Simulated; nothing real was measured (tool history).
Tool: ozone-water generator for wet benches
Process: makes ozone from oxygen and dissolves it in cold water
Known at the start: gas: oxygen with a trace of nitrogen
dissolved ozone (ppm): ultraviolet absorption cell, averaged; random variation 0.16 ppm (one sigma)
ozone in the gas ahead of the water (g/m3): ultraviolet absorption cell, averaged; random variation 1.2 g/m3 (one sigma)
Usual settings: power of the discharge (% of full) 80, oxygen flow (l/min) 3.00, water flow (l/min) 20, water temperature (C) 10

run    hour  power of the discharge (% of full)  oxygen flow (l/min)  water flow (l/min)  water temperature (C)  dissolved ozone (ppm)  ozone in the gas ahead of the water (g/m3)
  1     0.0                                  80                 3.00                  20                     10                   21.1                                       225.0
  2    40.3                                  80                 3.00                  20                     10                   21.0                                       224.6
  3    95.1                                  80                 3.00                  20                     10                   20.8                                       223.6
  4   162.6                                  80                 3.00                  20                     10                   21.1                                       218.8
  5   210.8                                  80                 3.00                  20                      5                   21.8                                       223.0
  6   275.5                                  80                 3.00                  20                      5                   21.9                                       220.9
  7   312.7                                  80                 3.00                  20                     10                   21.2                                       220.4
  8   352.6                                  80                 3.00                  20                     10                   21.1                                       218.7
  9   403.5                                  80                 3.00                  20                      6                   22.0                                       222.3
 10   439.7                                  80                 3.00                  20                      6                   22.1                                       220.0
 11   475.3                                  80                 3.00                  20                      6                   21.7                                       220.5
 12   507.4                                  80                 3.00                  20                      6                   21.8                                       217.4
 13   541.8                                  80                 3.00                  20                      6                   21.5                                       218.9
 14   584.8                                  80                 3.00                  20                      8                   21.6                                       217.7
 15   648.0                                  80                 3.00                  20                      8                   21.1                                       215.6
 16   715.4                                  80                 3.00                  20                     10                   21.2                                       216.5
 17   790.8                                  41                 4.33                  20                     10                   15.1                                       118.8
      809.8  -- gauge calibrated
 18   830.9                                  40                 3.00                  20                      6                   13.4                                       135.2
 19   881.9                                  88                 2.36                  17                     11                   23.4                                       257.6
 20   936.0                                  44                 4.35                  28                     10                   11.8                                       127.9
 21   970.3                                  79                 1.84                  27                     13                   12.2                                       261.6
 22  1009.0                                  79                 1.84                  27                     13                   12.6                                       258.3
 23  1056.2                                  79                 1.84                  27                     13                   12.3                                       258.9
 24  1130.4                                  79                 1.80                  12                     13                   25.8                                       258.4
 25  1170.2                                  79                 1.80                  12                     13                   25.6                                       260.7
 26  1216.3                                  79                 1.80                  12                     13                   25.5                                       258.7
 27  1252.7                                  66                 5.28                  32                     10                   15.3                                       158.2
 28  1313.1                                  66                 5.28                  32                     10                   15.2                                       158.4
 29  1364.3                                  93                 5.28                  32                      9                   19.6                                       200.8
 30  1434.6                                  80                 3.00                  18                     13                   22.1                                       216.3
 31  1496.2                                  53                 3.00                  18                      8                   17.4                                       162.4
 32  1567.7                                  53                 3.00                  20                      8                   15.9                                       162.0

The same runs without the tool's hidden state, with the same run-to-run variation:
The hidden state here: yield of the discharge, % of new electrodes'; contactor's efficiency, % of a clean one's; true water temperature over the reading, C; drift of the gauge itself on ozone_ppm, %; drift of the gauge itself on gas_g_m3, %.
run  ozone in the gas ahead of the water (g/m3)
  1                                       225.1
  2                                       225.1
  3                                       224.6
  4                                       220.3
  5                                       224.9
  6                                       223.4
  7                                       223.2
  8                                       221.7
  9                                       225.9
 10                                       223.8
 11                                       224.6
 12                                       221.8
 13                                       223.6
 14                                       222.7
 15                                       221.1
 16                                       222.6
 17                                       122.4
 18                                       135.4
 19                                       258.6
 20                                       128.6
 21                                       263.4
 22                                       260.5
 23                                       261.6
 24                                       261.8
 25                                       264.5
 26                                       262.9
 27                                       161.0
 28                                       161.6
 29                                       205.3
 30                                       221.7
 31                                       166.8
 32                                       166.9
dissolved ozone (ppm): within 0.1 of the measured result in every run.
